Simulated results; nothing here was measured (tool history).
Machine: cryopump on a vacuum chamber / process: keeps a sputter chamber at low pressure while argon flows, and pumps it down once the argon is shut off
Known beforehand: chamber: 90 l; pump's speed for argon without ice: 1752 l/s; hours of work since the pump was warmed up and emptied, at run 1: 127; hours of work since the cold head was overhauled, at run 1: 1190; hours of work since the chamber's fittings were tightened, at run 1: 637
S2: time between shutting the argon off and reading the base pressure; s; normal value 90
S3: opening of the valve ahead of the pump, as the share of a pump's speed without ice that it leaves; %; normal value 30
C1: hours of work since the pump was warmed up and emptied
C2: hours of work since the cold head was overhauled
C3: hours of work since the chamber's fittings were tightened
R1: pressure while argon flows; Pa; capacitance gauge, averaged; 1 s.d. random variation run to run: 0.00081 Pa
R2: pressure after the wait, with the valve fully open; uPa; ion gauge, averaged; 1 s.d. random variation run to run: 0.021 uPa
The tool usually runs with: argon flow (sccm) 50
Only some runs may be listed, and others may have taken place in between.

run 1 hour=0 | argon_flow_(sccm)=50 S2=90 S3=30 | C1=127 C2=1190 C3=637 | R1=0.1685 R2=0.69
run 2 hour=29.2 | argon_flow_(sccm)=50 S2=90 S3=30 | C1=153 C2=1216 C3=663 | R1=0.17 R2=0.74
run 3 hour=55.2 | argon_flow_(sccm)=50 S2=90 S3=30 | C1=175 C2=1238 C3=685 | R1=0.173 R2=0.78
run 4 hour=90.9 | argon_flow_(sccm)=50 S2=90 S3=30 | C1=207 C2=1270 C3=716 | R1=0.1744 R2=0.75
run 5 hour=112 | argon_flow_(sccm)=50 S2=90 S3=30 | C1=225 C2=1288 C3=735 | R1=0.1768 R2=0.76
run 6 hour=137.8 | argon_flow_(sccm)=50 S2=90 S3=30 | C1=247 C2=1310 C3=757 | R1=0.1776 R2=0.86
run 7 hour=168.4 | argon_flow_(sccm)=50 S2=90 S3=30 | C1=274 C2=1337 C3=784 | R1=0.1802 R2=0.84
run 8 hour=198.2 | argon_flow_(sccm)=50 S2=90 S3=25 | C1=300 C2=1363 C3=810 | R1=0.2165 R2=0.89
-- hour=230.2 pump warmed up, emptied and cooled again
run 9 hour=234 | argon_flow_(sccm)=50 S2=90 S3=25 | C1=3 C2=1390 C3=837 | R1=0.1933 R2=0.71
run 10 hour=258 | argon_flow_(sccm)=50 S2=90 S3=55 | C1=24 C2=1411 C3=858 | R1=0.0902 R2=0.72
run 11 hour=290.6 | argon_flow_(sccm)=50 S2=90 S3=55 | C1=53 C2=1439 C3=886 | R1=0.0926 R2=0.76
run 12 hour=320.4 | argon_flow_(sccm)=50 S2=195 S3=30 | C1=79 C2=1465 C3=912 | R1=0.1678 R2=0.65
run 13 hour=352.9 | argon_flow_(sccm)=50 S2=195 S3=30 | C1=107 C2=1494 C3=941 | R1=0.1694 R2=0.67
run 14 hour=381.5 | argon_flow_(sccm)=50 S2=90 S3=25 | C1=132 C2=1519 C3=966 | R1=0.2027 R2=0.83
run 15 hour=421.3 | argon_flow_(sccm)=50 S2=90 S3=30 | C1=167 C2=1553 C3=1000 | R1=0.1738 R2=0.9
run 16 hour=439.5 | argon_flow_(sccm)=25 S2=90 S3=30 | C1=183 C2=1569 C3=1016 | R1=0.0873 R2=0.91
run 17 hour=482.1 | argon_flow_(sccm)=25 S2=90 S3=30 | C1=220 C2=1606 C3=1053 | R1=0.0897 R2=0.95
run 18 hour=515.9 | argon_flow_(sccm)=57 S2=90 S3=33 | C1=249 C2=1636 C3=1083 | R1=0.1885 R2=0.97
run 19 hour=539.6 | argon_flow_(sccm)=74 S2=25 S3=30 | C1=270 C2=1656 C3=1103 | R1=0.2716 R2=1.78
run 20 hour=584.9 | argon_flow_(sccm)=74 S2=25 S3=30 | C1=309 C2=1696 C3=1143 | R1=0.2742 R2=1.77
-- hour=604.6 pump warmed up, emptied and cooled again
run 21 hour=616.2 | argon_flow_(sccm)=52 S2=206 S3=56 | C1=10 C2=1719 C3=1166 | R1=0.0916 R2=0.65
run 22 hour=646.4 | argon_flow_(sccm)=35 S2=206 S3=31 | C1=36 C2=1745 C3=1192 | R1=0.1108 R2=0.73
run 23 hour=684.7 | argon_flow_(sccm)=87 S2=71 S3=26 | C1=70 C2=1779 C3=1226 | R1=0.3308 R2=0.94
run 24 hour=706.3 | argon_flow_(sccm)=50 S2=26 S3=30 | C1=89 C2=1798 C3=1244 | R1=0.167 R2=1.64
run 25 hour=737.6 | argon_flow_(sccm)=50 S2=26 S3=30 | C1=116 C2=1825 C3=1272 | R1=0.1673 R2=1.6
run 26 hour=772.5 | argon_flow_(sccm)=87 S2=26 S3=25 | C1=146 C2=1855 C3=1302 | R1=0.3565 R2=1.68
run 27 hour=816.1 | argon_flow_(sccm)=26 S2=26 S3=34 | C1=185 C2=1893 C3=1340 | R1=0.0806 R2=1.75
run 28 hour=845 | argon_flow_(sccm)=26 S2=26 S3=34 | C1=210 C2=1918 C3=1365 | R1=0.0819 R2=1.69
run 29 hour=886.1 | argon_flow_(sccm)=51 S2=85 S3=17 | C1=246 C2=1954 C3=1401 | R1=0.3094 R2=1.1
run 30 hour=914.5 | argon_flow_(sccm)=72 S2=113 S3=20 | C1=270 C2=1979 C3=1426 | R1=0.3773 R2=1.11
run 31 hour=942.8 | argon_flow_(sccm)=50 S2=90 S3=59 | C1=295 C2=2004 C3=1451 | R1=0.1052 R2=1.21
-- hour=978 pump warmed up, emptied and cooled again
run 32 hour=978 | argon_flow_(sccm)=41 S2=216 S3=30 | C1=0 C2=2030 C3=1477 | R1=0.1344 R2=0.77
run 33 hour=1001.3 | argon_flow_(sccm)=32 S2=90 S3=30 | C1=20 C2=2050 C3=1497 | R1=0.1053 R2=0.9

Below, some changes in R1 between adjacent runs. For each, the amount present without the hidden state too (settings, incoming material, random variation) and the amount remaining for the hidden state with gauge scatter not shared by both compared results:
The hidden state here: pump's speed, % of a pump's without ice; cold plate's temperature, K; leak into the chamber, uPa l/s; drift of the gauge itself on working_pa, %; drift of the gauge itself on base_upa, %.
Run 8 -> 9: pump warmed up, emptied and cooled again. R1 -0.0232 Pa: hidden state -0.0215, all else -0.0017.
Run 20 -> 21: argon flow (sccm) 74 -> 52, S2 25 -> 206, S3 30 -> 56, pump warmed up, emptied and cooled again. R1 -0.1826 Pa: hidden state -0.0367, all else -0.1459.
Run 26 -> 27: argon flow (sccm) 87 -> 26, S3 25 -> 34. R1 -0.2759 Pa: hidden state -0.0115, all else -0.2644.
Run 28 -> 29: argon flow (sccm) 26 -> 51, S2 26 -> 85, S3 34 -> 17. R1 +0.2275 Pa: hidden state +0.0115, all else +0.216.
Run 30 -> 31: argon flow (sccm) 72 -> 50, S2 113 -> 90, S3 20 -> 59. R1 -0.2721 Pa: hidden state -0.0071, all else -0.265.
Run 31 -> 32: argon flow (sccm) 50 -> 41, S2 90 -> 216, S3 59 -> 30, pump warmed up, emptied and cooled again. R1 +0.0292 Pa: hidden state -0.0233, all else +0.0525.
